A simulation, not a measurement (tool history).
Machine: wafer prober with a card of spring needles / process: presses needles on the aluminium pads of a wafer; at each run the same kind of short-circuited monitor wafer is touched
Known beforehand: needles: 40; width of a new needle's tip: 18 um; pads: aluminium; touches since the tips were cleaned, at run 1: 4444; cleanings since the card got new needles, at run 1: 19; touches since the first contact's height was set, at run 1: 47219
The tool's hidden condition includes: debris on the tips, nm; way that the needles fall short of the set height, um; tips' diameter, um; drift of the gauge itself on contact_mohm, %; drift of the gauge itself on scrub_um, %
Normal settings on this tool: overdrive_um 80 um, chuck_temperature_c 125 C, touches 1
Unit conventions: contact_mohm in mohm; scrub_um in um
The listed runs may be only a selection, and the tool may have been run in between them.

run   hour  overdrive_um  chuck_temperature_c  touches  touches since the tips were cleaned  cleanings since the card got new needles  touches since the first contact's height was set  contact_mohm  scrub_um
  1      0            80                  125        1                                 4444                                        19                                             47219           219     18.04
         5  -- tips cleaned on abrasive film
      18.1  -- tips cleaned on abrasive film
      31.1  -- tips cleaned on abrasive film
  2     37            70                  125        1                                 3568                                        22                                             69470           217     15.84
      42.3  -- tips cleaned on abrasive film
      55.2  -- tips cleaned on abrasive film
      68.2  -- tips cleaned on abrasive film
  3   68.7            70                  125        1                                  328                                        25                                             88503           220     15.79
      79.3  -- tips cleaned on abrasive film
      92.3  -- tips cleaned on abrasive film
      95.2  -- height of the first contact set anew
     105.5  -- tips cleaned on abrasive film
  4    110            80                   85        1                                 2721                                        28                                              8944           206     18.15
       118  -- tips cleaned on abrasive film
     131.1  -- tips cleaned on abrasive film
     142.1  -- tips cleaned on abrasive film
  5  142.1            80                   85        1                                    0                                        31                                             28221           207     17.99
     155.1  -- tips cleaned on abrasive film
       168  -- tips cleaned on abrasive film
     181.2  -- tips cleaned on abrasive film
  6  187.2            80                   85        1                                 3650                                        34                                             55371           208     18.03
     192.5  -- tips cleaned on abrasive film
     205.4  -- tips cleaned on abrasive film
     218.2  -- tips cleaned on abrasive film
  7  224.8            80                   85        1                                 3994                                        37                                             77944           204     18.01
     229.6  -- tips cleaned on abrasive film
     242.7  -- tips cleaned on abrasive film
  8  249.9            80                   85        1                                 4366                                        39                                             93090           203     18.13
     255.3  -- tips cleaned on abrasive film
     268.1  -- tips cleaned on abrasive film
     270.5  -- height of the first contact set anew
     280.9  -- tips cleaned on abrasive film
     291.4  -- tips cleaned on abrasive film
  9  298.5            80                   67        1                                 4282                                        43                                             16829           204     17.98
     303.8  -- tips cleaned on abrasive film
     316.4  -- tips cleaned on abrasive film
     329.5  -- tips cleaned on abrasive film
 10  331.8            80                   67        1                                 1387                                        46                                             36859           200      17.9
     342.3  -- tips cleaned on abrasive film
     355.5  -- tips cleaned on abrasive film
     368.2  -- tips cleaned on abrasive film
 11  373.1            80                   67        1                                 2958                                        49                                             61702           203     17.94
       381  -- tips cleaned on abrasive film
       394  -- tips cleaned on abrasive film
     404.5  -- tips cleaned on abrasive film
     417.7  -- tips cleaned on abrasive film
 12  424.4            80                   67        1                                 4040                                        53                                             92545           199     17.91
     429.7  -- tips cleaned on abrasive film
     442.5  -- tips cleaned on abrasive film
     445.4  -- height of the first contact set anew
       456  -- tips cleaned on abrasive film
 13  460.2            80                   67        1                                 2554                                        56                                              8891           199     17.88
     468.1  -- tips cleaned on abrasive film
     481.3  -- tips cleaned on abrasive film
     493.6  -- tips cleaned on abrasive film
     506.7  -- tips cleaned on abrasive film
 14    507            80                   67        1                                  161                                        60                                             37029           200     17.93
     519.6  -- tips cleaned on abrasive film
     532.4  -- tips cleaned on abrasive film
     544.7  -- tips cleaned on abrasive film
 15  554.9            79                   30        2                                 6227                                        63                                             65891           191     17.72
     557.6  -- tips cleaned on abrasive film
     570.3  -- tips cleaned on abrasive film
 16  578.3            79                   30        2                                 4833                                        65                                             79947           192     17.63
       581  -- tips cleaned on abrasive film
     593.9  -- tips cleaned on abrasive film
     607.1  -- tips cleaned on abrasive film
     619.1  -- tips cleaned on abrasive film
     619.4  -- height of the first contact set anew
 17  619.4            79                   30        2                                    0                                        69                                                 0           190      17.5
     632.3  -- tips cleaned on abrasive film
     640.1  -- gauge calibrated
     645.4  -- tips cleaned on abrasive film
     658.6  -- tips cleaned on abrasive film
 18  665.5            79                   30        2                                 4145                                        72                                             27749           192     17.87
     670.8  -- tips cleaned on abrasive film
     683.4  -- tips cleaned on abrasive film
 19    690            73                  125        1                                 4010                                        74                                             42517           215     16.48
     695.3  -- tips cleaned on abrasive film
     708.1  -- tips cleaned on abrasive film
     721.3  -- tips cleaned on abrasive film
       734  -- tips cleaned on abrasive film
 20  739.1            81                   80        2                                 3108                                        78                                             72035           205     18.31
     746.9  -- tips cleaned on abrasive film
       760  -- tips cleaned on abrasive film
     772.5  -- tips cleaned on abrasive film
 21  776.7            64                   82        1                                 2574                                        81                                             94646           209      14.4
     784.7  -- tips cleaned on abrasive film
     795.4  -- height of the first contact set anew
     798.1  -- tips cleaned on abrasive film
 22  804.6            67                   82        1                                 3956                                        83                                              5540           209     15.17
       810  -- tips cleaned on abrasive film
     823.1  -- tips cleaned on abrasive film
     836.3  -- tips cleaned on abrasive film
 23    838            90                  125        1                                 1045                                        86                                             25596           213     20.33
     848.3  -- tips cleaned on abrasive film
     861.5  -- tips cleaned on abrasive film
 24  863.1            62                  125        2                                  955                                        88                                             40660           224     13.98
     873.6  -- tips cleaned on abrasive film
     886.3  -- tips cleaned on abrasive film
     896.9  -- tips cleaned on abrasive film
 25  906.8            63                  114        1                                 5976                                        91                                             66952           221     14.11
     909.5  -- tips cleaned on abrasive film
       920  -- tips cleaned on abrasive film
     932.3  -- tips cleaned on abrasive film
 26  940.2            74                   27        1                                 4828                                        94                                             87066           194     16.65

Here are 5 independent what-if runs from the current tool condition. What would each one return?
       943  -- tips cleaned on abrasive film
     955.9  -- tips cleaned on abrasive film
     968.6  -- tips cleaned on abrasive film
     971.5  -- height of the first contact set anew
     980.5  -- tips cleaned on abrasive film
  A  980.5            72                   37        2                                    0                                        98                                              5410             ?         ?
       943  -- tips cleaned on abrasive film
     955.9  -- tips cleaned on abrasive film
     968.6  -- tips cleaned on abrasive film
     971.5  -- height of the first contact set anew
     980.5  -- tips cleaned on abrasive film
  B  980.5            74                   27        1                                    0                                        98                                              5410             ?         ?
       943  -- tips cleaned on abrasive film
     955.9  -- tips cleaned on abrasive film
     968.6  -- tips cleaned on abrasive film
     971.5  -- height of the first contact set anew
     980.5  -- tips cleaned on abrasive film
  C  980.5            88                   27        1                                    0                                        98                                              5410             ?         ?
       943  -- tips cleaned on abrasive film
     955.9  -- tips cleaned on abrasive film
     968.6  -- tips cleaned on abrasive film
     971.5  -- height of the first contact set anew
     980.5  -- tips cleaned on abrasive film
  D  980.5            66                   30        1                                    0                                        98                                              5410             ?         ?
       943  -- tips cleaned on abrasive film
     955.9  -- tips cleaned on abrasive film
     968.6  -- tips cleaned on abrasive film
     971.5  -- height of the first contact set anew
     980.5  -- tips cleaned on abrasive film
  E  980.5            62                  105        1                                    0                                        98                                              5410             ?         ?

run  contact_mohm  scrub_um
  A           198     16.05
  B           195     16.61
  C           188     19.85
  D           194     14.79
  E           216     13.88
With the hidden condition removed and each run's random variation left untouched, the same runs would have given:
run  contact_mohm  scrub_um
  A           198     16.18
  B           195     16.75
  C           187     20.01
  D           194     14.92
  E           216        14
